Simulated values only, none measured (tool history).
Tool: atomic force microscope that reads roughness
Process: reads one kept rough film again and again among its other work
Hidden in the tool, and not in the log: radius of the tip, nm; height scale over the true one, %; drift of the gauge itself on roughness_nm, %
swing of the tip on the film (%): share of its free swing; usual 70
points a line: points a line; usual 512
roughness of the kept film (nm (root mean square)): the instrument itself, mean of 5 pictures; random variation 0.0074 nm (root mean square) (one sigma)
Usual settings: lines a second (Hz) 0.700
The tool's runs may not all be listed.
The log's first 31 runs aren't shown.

| run | day | lines a second (Hz) | swing of the tip on the film (%) | points a line | pictures with this tip | hours of work since the height scale was calibrated | roughness of the kept film (nm (root mean square)) |
|---|---|---|---|---|---|---|---|
| 32 | 19.321 | 2.935 | 68 | 467 | 335 | 516 | 1.401 |
| 33 | 20.229 | 0.700 | 87 | 611 | 361 | 527 | 1.471 |
|  | 20.371 | new tip fitted |
| 34 | 21.042 | 1.608 | 87 | 611 | 19 | 536 | 1.345 |
| 35 | 21.458 | 0.700 | 66 | 536 | 31 | 541 | 1.544 |
| 36 | 22.038 | 0.700 | 66 | 536 | 48 | 547 | 1.557 |
| 37 | 22.917 | 0.700 | 66 | 536 | 73 | 557 | 1.554 |
| 38 | 23.538 | 0.700 | 65 | 536 | 91 | 565 | 1.556 |
| 39 | 24.292 | 1.064 | 69 | 390 | 113 | 573 | 1.509 |
| 40 | 24.688 | 2.370 | 70 | 348 | 124 | 578 | 1.415 |
| 41 | 25.283 | 0.802 | 86 | 512 | 141 | 585 | 1.470 |
| 42 | 25.846 | 1.437 | 86 | 685 | 157 | 591 | 1.367 |
| 43 | 26.283 | 1.437 | 86 | 685 | 170 | 596 | 1.363 |
| 44 | 27.179 | 1.437 | 86 | 685 | 196 | 606 | 1.359 |
| 45 | 27.733 | 1.405 | 77 | 399 | 212 | 613 | 1.457 |
| 46 | 28.358 | 1.405 | 77 | 976 | 230 | 620 | 1.458 |
| 47 | 28.838 | 1.405 | 77 | 976 | 243 | 626 | 1.444 |
| 48 | 29.258 | 1.405 | 77 | 976 | 255 | 630 | 1.446 |
| 49 | 30.133 | 1.405 | 77 | 976 | 281 | 640 | 1.446 |
| 50 | 30.567 | 0.606 | 77 | 976 | 293 | 645 | 1.527 |
| 51 | 31.471 | 0.606 | 77 | 976 | 319 | 656 | 1.532 |
| 52 | 32.042 | 0.606 | 77 | 976 | 336 | 662 | 1.527 |
| 53 | 32.592 | 1.112 | 56 | 687 | 351 | 669 | 1.561 |

4 ways to go on from here, each from the tool as it stands after run 53. What would each give?
|  | 33.079 | new tip fitted |
| A | 33.396 | 1.073 | 59 | 687 | 9 | 678 | ? |
|  | 33.079 | new tip fitted |
| B | 33.396 | 1.112 | 56 | 1015 | 9 | 678 | ? |
|  | 33.079 | new tip fitted |
| C | 33.396 | 0.659 | 70 | 379 | 9 | 678 | ? |
|  | 33.079 | new tip fitted |
| D | 33.396 | 1.112 | 56 | 986 | 9 | 678 | ? |

| run | roughness of the kept film (nm (root mean square)) |
|---|---|
| A | 1.550 |
| B | 1.564 |
| C | 1.542 |
| D | 1.568 |
Without the tool's hidden state the same runs would have given:
| run | roughness of the kept film (nm (root mean square)) |
|---|---|
| A | 1.551 |
| B | 1.564 |
| C | 1.543 |
| D | 1.569 |
